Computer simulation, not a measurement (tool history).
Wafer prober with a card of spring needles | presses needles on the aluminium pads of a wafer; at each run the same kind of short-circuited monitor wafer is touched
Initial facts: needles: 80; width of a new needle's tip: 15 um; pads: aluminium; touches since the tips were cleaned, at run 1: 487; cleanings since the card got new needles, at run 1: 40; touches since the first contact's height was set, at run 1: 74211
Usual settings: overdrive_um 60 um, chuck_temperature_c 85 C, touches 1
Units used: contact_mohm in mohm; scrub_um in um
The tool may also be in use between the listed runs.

run	hour	overdrive_um	chuck_temperature_c	touches	touches since the tips were cleaned	cleanings since the card got new needles	touches since the first contact's height was set	contact_mohm	scrub_um
1	0.0	60	85	1	487	40	74211	303	14.60
# hour 3.4: tips cleaned on abrasive film
# hour 7.8: tips cleaned on abrasive film
# hour 13.4: tips cleaned on abrasive film
# hour 19.0: tips cleaned on abrasive film
# hour 23.5: tips cleaned on abrasive film
# hour 29.0: tips cleaned on abrasive film
2	33.0	60	85	1	1497	46	86496	392	13.70
# hour 34.2: tips cleaned on abrasive film
# hour 39.7: tips cleaned on abrasive film
# hour 44.2: tips cleaned on abrasive film
# hour 49.8: tips cleaned on abrasive film
# hour 55.3: tips cleaned on abrasive film
3	55.9	60	85	1	205	51	95000	284	13.67
# hour 59.4: height of the first contact set anew
# hour 60.6: tips cleaned on abrasive film
# hour 65.1: tips cleaned on abrasive film
# hour 69.6: tips cleaned on abrasive film
# hour 75.1: tips cleaned on abrasive film
# hour 79.6: tips cleaned on abrasive film
# hour 84.1: tips cleaned on abrasive film
# hour 88.6: tips cleaned on abrasive film
4	92.9	60	85	3	1657	58	12446	302	15.47
# hour 94.1: tips cleaned on abrasive film
# hour 98.6: tips cleaned on abrasive film
# hour 103.1: tips cleaned on abrasive film
# hour 108.6: tips cleaned on abrasive film
# hour 113.1: tips cleaned on abrasive film
# hour 117.6: tips cleaned on abrasive film
# hour 122.0: tips cleaned on abrasive film
# hour 127.6: tips cleaned on abrasive film
# hour 132.1: tips cleaned on abrasive film
5	134.9	60	85	1	1060	67	28029	350	15.22
# hour 137.2: tips cleaned on abrasive film
# hour 141.6: tips cleaned on abrasive film
# hour 147.2: tips cleaned on abrasive film
# hour 151.7: tips cleaned on abrasive film
# hour 156.1: tips cleaned on abrasive film
# hour 161.7: tips cleaned on abrasive film
6	163.3	60	34	1	584	73	38571	313	14.97
# hour 166.6: tips cleaned on abrasive film
# hour 171.1: tips cleaned on abrasive film
# hour 176.7: tips cleaned on abrasive film
# hour 181.1: tips cleaned on abrasive film
# hour 185.6: tips cleaned on abrasive film
# hour 190.1: tips cleaned on abrasive film
7	191.2	60	34	1	420	79	48950	295	14.91
# hour 194.6: tips cleaned on abrasive film
# hour 200.2: tips cleaned on abrasive film
# hour 203.5: tips cleaned on abrasive film, once more
# hour 208.0: tips cleaned on abrasive film
# hour 213.6: tips cleaned on abrasive film
# hour 218.1: tips cleaned on abrasive film
# hour 222.5: tips cleaned on abrasive film
# hour 227.0: tips cleaned on abrasive film
# hour 232.6: tips cleaned on abrasive film
8	233.9	60	85	1	497	88	64812	316	14.65
# hour 237.3: tips cleaned on abrasive film
# hour 241.7: tips cleaned on abrasive film
# hour 246.2: tips cleaned on abrasive film
# hour 251.8: tips cleaned on abrasive film
# hour 256.2: tips cleaned on abrasive film
9	258.9	60	85	1	1025	93	74135	378	14.27
# hour 261.2: tips cleaned on abrasive film
# hour 265.7: tips cleaned on abrasive film
# hour 270.2: tips cleaned on abrasive film
# hour 274.6: tips cleaned on abrasive film
# hour 279.1: tips cleaned on abrasive film
# hour 284.7: tips cleaned on abrasive film
# hour 289.2: tips cleaned on abrasive film
# hour 294.7: tips cleaned on abrasive film
10	297.0	47	85	1	866	101	88278	449	10.75
# hour 299.3: tips cleaned on abrasive film
# hour 303.8: tips cleaned on abrasive film
# hour 309.3: tips cleaned on abrasive film
# hour 313.8: tips cleaned on abrasive film
# hour 318.3: tips cleaned on abrasive film
# hour 318.6: height of the first contact set anew
# hour 324.2: tips cleaned on abrasive film
# hour 329.7: tips cleaned on abrasive film
11	332.1	60	107	1	911	108	5060	356	15.53
# hour 334.4: tips cleaned on abrasive film
# hour 340.0: tips cleaned on abrasive film
# hour 345.5: tips cleaned on abrasive film
# hour 350.0: tips cleaned on abrasive film
# hour 354.5: tips cleaned on abrasive film
# hour 360.1: tips cleaned on abrasive film
12	360.2	78	55	1	53	114	15489	252	20.04
# hour 364.7: tips cleaned on abrasive film
# hour 369.1: tips cleaned on abrasive film
# hour 373.6: tips cleaned on abrasive film
# hour 379.2: tips cleaned on abrasive film
# hour 384.7: tips cleaned on abrasive film
# hour 389.2: tips cleaned on abrasive film
# hour 393.7: tips cleaned on abrasive film
# hour 398.9: tips cleaned on abrasive film
13	398.9	78	55	2	0	122	29862	237	19.83
# hour 404.4: tips cleaned on abrasive film
# hour 410.0: tips cleaned on abrasive film
# hour 414.5: tips cleaned on abrasive film
# hour 420.0: tips cleaned on abrasive film
14	422.4	74	62	2	918	126	38664	278	18.67
# hour 424.7: tips cleaned on abrasive film
# hour 429.2: tips cleaned on abrasive film
# hour 433.7: tips cleaned on abrasive film
# hour 438.1: tips cleaned on abrasive film
# hour 443.7: tips cleaned on abrasive film
# hour 448.2: tips cleaned on abrasive film
# hour 453.7: tips cleaned on abrasive film
# hour 458.9: tips cleaned on abrasive film
15	458.9	41	35	3	0	134	52187	263	9.89
# hour 463.3: tips cleaned on abrasive film
# hour 467.8: tips cleaned on abrasive film
# hour 472.3: tips cleaned on abrasive film
# hour 477.2: tips cleaned on abrasive film
16	477.2	41	35	3	0	138	58978	267	9.79

For run 17, what comes out?
# hour 482.7: tips cleaned on abrasive film
# hour 487.2: tips cleaned on abrasive film
# hour 492.8: tips cleaned on abrasive film
# hour 498.3: tips cleaned on abrasive film
# hour 502.8: tips cleaned on abrasive film
# hour 508.4: tips cleaned on abrasive film
17	512.3	43	47	3	1510	144	72104	?	?

contact_mohm: 409 mohm
scrub_um: 10.16 um
If the tool had no hidden condition, the same run with the same run-to-run variation would have returned contact_mohm 238 mohm, scrub_um 11.27 um.
